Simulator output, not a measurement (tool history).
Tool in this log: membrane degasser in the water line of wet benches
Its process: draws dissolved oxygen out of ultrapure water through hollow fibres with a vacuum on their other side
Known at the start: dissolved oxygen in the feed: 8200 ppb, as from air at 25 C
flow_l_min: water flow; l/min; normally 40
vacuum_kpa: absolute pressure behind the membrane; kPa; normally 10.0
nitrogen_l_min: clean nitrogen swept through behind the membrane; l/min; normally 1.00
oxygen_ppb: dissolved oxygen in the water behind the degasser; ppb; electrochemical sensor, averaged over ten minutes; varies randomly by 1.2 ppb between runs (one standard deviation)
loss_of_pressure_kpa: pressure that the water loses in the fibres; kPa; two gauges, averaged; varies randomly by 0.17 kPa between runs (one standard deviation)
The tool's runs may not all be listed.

run 1 hour=0.0 | flow_l_min=40 vacuum_kpa=10.0 nitrogen_l_min=1.00 | oxygen_ppb=537.8 loss_of_pressure_kpa=51.03
run 2 hour=286.8 | flow_l_min=40 vacuum_kpa=10.0 nitrogen_l_min=1.00 | oxygen_ppb=539.1 loss_of_pressure_kpa=50.76
run 3 hour=503.7 | flow_l_min=40 vacuum_kpa=10.0 nitrogen_l_min=1.00 | oxygen_ppb=540.1 loss_of_pressure_kpa=50.62
-- hour=549.2 vacuum gauge calibrated
run 4 hour=785.2 | flow_l_min=40 vacuum_kpa=10.0 nitrogen_l_min=1.00 | oxygen_ppb=537.1 loss_of_pressure_kpa=50.63
run 5 hour=993.0 | flow_l_min=46 vacuum_kpa=10.0 nitrogen_l_min=1.00 | oxygen_ppb=612.8 loss_of_pressure_kpa=58.58
run 6 hour=1214.8 | flow_l_min=46 vacuum_kpa=10.0 nitrogen_l_min=1.00 | oxygen_ppb=611.9 loss_of_pressure_kpa=58.28
run 7 hour=1376.3 | flow_l_min=46 vacuum_kpa=10.0 nitrogen_l_min=1.00 | oxygen_ppb=608.7 loss_of_pressure_kpa=58.60
run 8 hour=1649.6 | flow_l_min=40 vacuum_kpa=10.0 nitrogen_l_min=1.00 | oxygen_ppb=538.1 loss_of_pressure_kpa=51.27
run 9 hour=1892.1 | flow_l_min=40 vacuum_kpa=10.0 nitrogen_l_min=1.00 | oxygen_ppb=535.7 loss_of_pressure_kpa=51.31
run 10 hour=2157.1 | flow_l_min=40 vacuum_kpa=10.0 nitrogen_l_min=1.00 | oxygen_ppb=537.1 loss_of_pressure_kpa=50.97
run 11 hour=2316.9 | flow_l_min=40 vacuum_kpa=10.0 nitrogen_l_min=1.00 | oxygen_ppb=533.1 loss_of_pressure_kpa=51.19
run 12 hour=2468.6 | flow_l_min=40 vacuum_kpa=10.0 nitrogen_l_min=1.00 | oxygen_ppb=534.7 loss_of_pressure_kpa=50.89
run 13 hour=2656.3 | flow_l_min=51 vacuum_kpa=6.2 nitrogen_l_min=2.61 | oxygen_ppb=188.9 loss_of_pressure_kpa=64.85
run 14 hour=2933.1 | flow_l_min=51 vacuum_kpa=6.2 nitrogen_l_min=2.61 | oxygen_ppb=188.8 loss_of_pressure_kpa=64.98
run 15 hour=3122.4 | flow_l_min=51 vacuum_kpa=6.2 nitrogen_l_min=2.61 | oxygen_ppb=188.9 loss_of_pressure_kpa=64.86
run 16 hour=3291.0 | flow_l_min=46 vacuum_kpa=13.3 nitrogen_l_min=0.51 | oxygen_ppb=1321.3 loss_of_pressure_kpa=58.74
run 17 hour=3557.1 | flow_l_min=46 vacuum_kpa=13.3 nitrogen_l_min=0.51 | oxygen_ppb=1315.0 loss_of_pressure_kpa=58.46
run 18 hour=3741.2 | flow_l_min=36 vacuum_kpa=11.0 nitrogen_l_min=1.00 | oxygen_ppb=549.5 loss_of_pressure_kpa=46.07
-- hour=3889.4 gauge calibrated
run 19 hour=3983.4 | flow_l_min=47 vacuum_kpa=12.1 nitrogen_l_min=0.92 | oxygen_ppb=835.9 loss_of_pressure_kpa=59.85
-- hour=4244.0 vacuum gauge calibrated
run 20 hour=4244.8 | flow_l_min=63 vacuum_kpa=10.0 nitrogen_l_min=2.87 | oxygen_ppb=437.0 loss_of_pressure_kpa=80.23
run 21 hour=4432.8 | flow_l_min=63 vacuum_kpa=10.0 nitrogen_l_min=2.87 | oxygen_ppb=435.4 loss_of_pressure_kpa=80.46

Alternative continuations, all from the tool just after run 21; predict every row:
run A hour=4678.6 | flow_l_min=33 vacuum_kpa=10.0 nitrogen_l_min=1.27 | oxygen_ppb=? loss_of_pressure_kpa=?
run B hour=4678.6 | flow_l_min=39 vacuum_kpa=7.3 nitrogen_l_min=0.78 | oxygen_ppb=? loss_of_pressure_kpa=?
run C hour=4678.6 | flow_l_min=63 vacuum_kpa=7.9 nitrogen_l_min=2.87 | oxygen_ppb=? loss_of_pressure_kpa=?
run D hour=4678.6 | flow_l_min=30 vacuum_kpa=10.8 nitrogen_l_min=0.41 | oxygen_ppb=? loss_of_pressure_kpa=?
run E hour=4678.6 | flow_l_min=44 vacuum_kpa=10.0 nitrogen_l_min=0.70 | oxygen_ppb=? loss_of_pressure_kpa=?

run=A oxygen_ppb=374.0 loss_of_pressure_kpa=42.10
run=B oxygen_ppb=394.9 loss_of_pressure_kpa=49.58
run=C oxygen_ppb=341.8 loss_of_pressure_kpa=80.18
run=D oxygen_ppb=886.8 loss_of_pressure_kpa=38.13
run=E oxygen_ppb=748.2 loss_of_pressure_kpa=56.44
Without the tool's unlogged condition, the same runs would have read:
run=A oxygen_ppb=374.8 loss_of_pressure_kpa=42.05
run=B oxygen_ppb=395.8 loss_of_pressure_kpa=49.52
run=C oxygen_ppb=342.1 loss_of_pressure_kpa=80.09
run=D oxygen_ppb=889.0 loss_of_pressure_kpa=38.08
run=E oxygen_ppb=749.9 loss_of_pressure_kpa=56.37
